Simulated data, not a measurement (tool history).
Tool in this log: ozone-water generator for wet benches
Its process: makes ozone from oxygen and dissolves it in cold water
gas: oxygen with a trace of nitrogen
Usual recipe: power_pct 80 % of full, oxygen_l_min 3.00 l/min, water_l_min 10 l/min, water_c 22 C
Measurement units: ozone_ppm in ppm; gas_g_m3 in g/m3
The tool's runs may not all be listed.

run    hour  power_pct  oxygen_l_min  water_l_min  water_c  ozone_ppm  gas_g_m3
  1     0.0         80          3.00           10       22       24.6     212.2
  2    39.1         80          3.00           10       28       21.8     211.2
  3    69.3         80          3.00           10       22       24.5     210.6
  4    89.5         80          3.00           10       22       24.5     211.1
  5   134.7         80          3.00           10       22       24.3     210.8
  6   169.6         80          3.00           10       21       25.0     209.9
  7   215.4         80          3.00           10       21       24.9     209.2
  8   256.5         80          3.00           10       21       24.9     210.6
  9   288.3         80          3.00           10       21       24.8     212.2
 10   319.8         80          3.00           10       21       25.1     211.5
 11   350.7         80          3.00           11       21       23.2     211.1
 12   387.1         80          3.00           11       21       23.1     209.2
 13   417.4         80          3.00           11       21       23.1     211.9
 14   454.7         80          3.00           13       21       20.7     211.4
 15   497.0         80          3.00           10       22       24.2     209.9
 16   522.2         80          3.00           10       22       24.2     209.4
 17   548.5         80          3.00           10       22       24.3     208.9
 18   583.8         64          4.57            9       24       19.5     140.7
 19   607.4         64          4.57            9       24       19.6     140.6
 20   650.6         49          2.39           13       23       13.2     159.5
      654.6  -- water thermometer calibrated
 21   678.6         49          3.32           13       23       13.4     134.0
 22   700.9         98          3.00           10       16       31.0     244.9
 23   747.0         98          3.00           10       16       31.1     242.9
 24   773.6         78          3.90           10       16       25.7     179.3
 25   799.6         78          3.90           10       16       25.7     178.1
 26   845.3         65          4.80            9       25       19.1     139.0
      859.5  -- contactor cleaned
 27   868.6         80          4.29           11       22       22.6     174.0
 28   898.6         61          3.37           10       23       19.2     155.9
      927.1  -- water thermometer calibrated, once more
 29   928.2         61          3.37           10       23       18.8     156.8
 30   965.3         80          4.08           10       20       24.9     174.8
 31   996.4         51          3.63           10       22       16.8     131.0
 32  1043.0         46          3.13           10       22       15.6     130.4
 33  1079.4         80          2.92           12       22       21.5     210.2

How would selected steps in ozone_ppm from run to run divide? Give the signed amount a tool lacking its hidden state would still show from settings, what came in and random variation, and the signed amount left for the hidden state, including any gauge scatter that is not in both of the compared results.
The hidden state here: yield of the discharge, % of new electrodes'; contactor's efficiency, % of a clean one's; true water temperature over the reading, C; drift of the gauge itself on ozone_ppm, %; drift of the gauge itself on gas_g_m3, %.
Run 19 -> 20: power_pct 64 -> 49, oxygen_l_min 4.57 -> 2.39, water_l_min 9 -> 13, water_c 24 -> 23. ozone_ppm -6.4 ppm: hidden state +0.4, all else -6.8.
Run 21 -> 22: power_pct 49 -> 98, oxygen_l_min 3.32 -> 3.00, water_l_min 13 -> 10, water_c 23 -> 16. ozone_ppm +17.6 ppm: hidden state -1.2, all else +18.8.
Run 25 -> 26: power_pct 78 -> 65, oxygen_l_min 3.90 -> 4.80, water_l_min 10 -> 9, water_c 16 -> 25. ozone_ppm -6.6 ppm: hidden state +0.5, all else -7.1.
Run 30 -> 31: power_pct 80 -> 51, oxygen_l_min 4.08 -> 3.63, water_c 20 -> 22. ozone_ppm -8.1 ppm: hidden state +0.4, all else -8.5.

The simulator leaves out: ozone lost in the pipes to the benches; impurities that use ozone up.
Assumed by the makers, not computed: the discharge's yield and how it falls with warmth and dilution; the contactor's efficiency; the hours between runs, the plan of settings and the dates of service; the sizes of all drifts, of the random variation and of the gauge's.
